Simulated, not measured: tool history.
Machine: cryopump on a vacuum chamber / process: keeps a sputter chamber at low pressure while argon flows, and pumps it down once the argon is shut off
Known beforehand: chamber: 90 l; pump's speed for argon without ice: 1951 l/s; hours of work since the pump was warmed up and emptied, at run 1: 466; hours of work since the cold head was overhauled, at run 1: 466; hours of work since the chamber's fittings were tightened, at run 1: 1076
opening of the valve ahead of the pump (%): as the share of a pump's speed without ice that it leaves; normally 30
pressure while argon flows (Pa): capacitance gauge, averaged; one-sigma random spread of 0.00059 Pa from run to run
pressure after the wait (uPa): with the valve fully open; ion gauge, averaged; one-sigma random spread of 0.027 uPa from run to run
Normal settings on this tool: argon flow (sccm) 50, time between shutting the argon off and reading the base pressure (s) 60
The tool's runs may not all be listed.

run,day,argon flow (sccm),time between shutting the argon off and reading the base pressure (s),opening of the valve ahead of the pump (%),hours of work since the pump was warmed up and emptied,hours of work since the cold head was overhauled,hours of work since the chamber's fittings were tightened,pressure while argon flows (Pa),pressure after the wait (uPa)
1,0,50,60,30,466,466,1076,0.1482,1.39
2,1.612,50,60,30,484,484,1095,0.148,1.38
3,2.883,50,75,30,499,499,1109,0.1475,1.23
4,4.233,50,60,19,514,514,1125,0.2313,1.36
5,5.983,50,61,30,535,535,1145,0.1489,1.38
6,7.571,50,60,16,553,553,1163,0.2742,1.48
7,8.771,50,60,32,567,567,1177,0.139,1.44
8,10.854,50,60,32,591,591,1201,0.1396,1.43
9,12.942,50,182,30,615,615,1225,0.1489,0.74
10,14.158,50,60,30,629,629,1239,0.1483,1.51
11,15.942,54,60,30,650,650,1260,0.1617,1.48
12,17.958,54,60,30,673,673,1283,0.1605,1.5
13,19.696,50,21,30,693,693,1303,0.1492,3.3
14,21.412,50,21,30,713,713,1323,0.1495,3.42
15,22.338,50,21,30,724,724,1334,0.1485,3.34
16,24.192,29,60,16,745,745,1355,0.1601,1.49
17,25.438,29,60,16,759,759,1370,0.1597,1.49
18,26.683,31,170,18,774,774,1384,0.1524,0.8
19,28.483,31,142,50,794,794,1405,0.0572,0.9
20,29.567,50,26,30,807,807,1417,0.1498,2.79
21,30.933,99,26,35,823,823,1433,0.2561,2.88
22,32.025,99,26,35,835,835,1446,0.2565,2.86
23,32.912,99,26,35,846,846,1456,0.2574,2.9
24,34.85,67,226,44,868,868,1478,0.1397,0.78
25,36.925,55,25,26,892,892,1502,0.1905,2.8
26,38.2,55,25,26,907,907,1517,0.1906,2.93
27,39.392,85,60,23,920,920,1531,0.3308,1.51
28,40.975,48,159,35,939,939,1549,0.1256,0.91
29,42.438,48,159,35,956,956,1566,0.1259,0.9
30,43.383,50,211,36,967,967,1577,0.1266,0.8

Some steps in pressure while argon flows (Pa) between neighbouring runs. How much of each would the tool show without its hidden state too (settings, what came in, random variation), and how much is left for the hidden state, with any gauge scatter that isn't in both results?
The tool's hidden condition here consists of: pump's speed, % of a pump's without ice; cold plate's temperature, K; leak into the chamber, uPa l/s; drift of the gauge itself on working_pa, %; drift of the gauge itself on base_upa, %.
Run 6 -> 7: opening of the valve ahead of the pump (%) 16 -> 32. pressure while argon flows (Pa) -0.1352: hidden state +0.0001, all else -0.1353.
Run 20 -> 21: argon flow (sccm) 50 -> 99, opening of the valve ahead of the pump (%) 30 -> 35. pressure while argon flows (Pa) +0.1063: hidden state +0.0058, all else +0.1005.
Run 26 -> 27: argon flow (sccm) 55 -> 85, time between shutting the argon off and reading the base pressure (s) 25 -> 60, opening of the valve ahead of the pump (%) 26 -> 23. pressure while argon flows (Pa) +0.1402: hidden state +0.004, all else +0.1362.
Run 27 -> 28: argon flow (sccm) 85 -> 48, time between shutting the argon off and reading the base pressure (s) 60 -> 159, opening of the valve ahead of the pump (%) 23 -> 35. pressure while argon flows (Pa) -0.2052: hidden state -0.0047, all else -0.2005.

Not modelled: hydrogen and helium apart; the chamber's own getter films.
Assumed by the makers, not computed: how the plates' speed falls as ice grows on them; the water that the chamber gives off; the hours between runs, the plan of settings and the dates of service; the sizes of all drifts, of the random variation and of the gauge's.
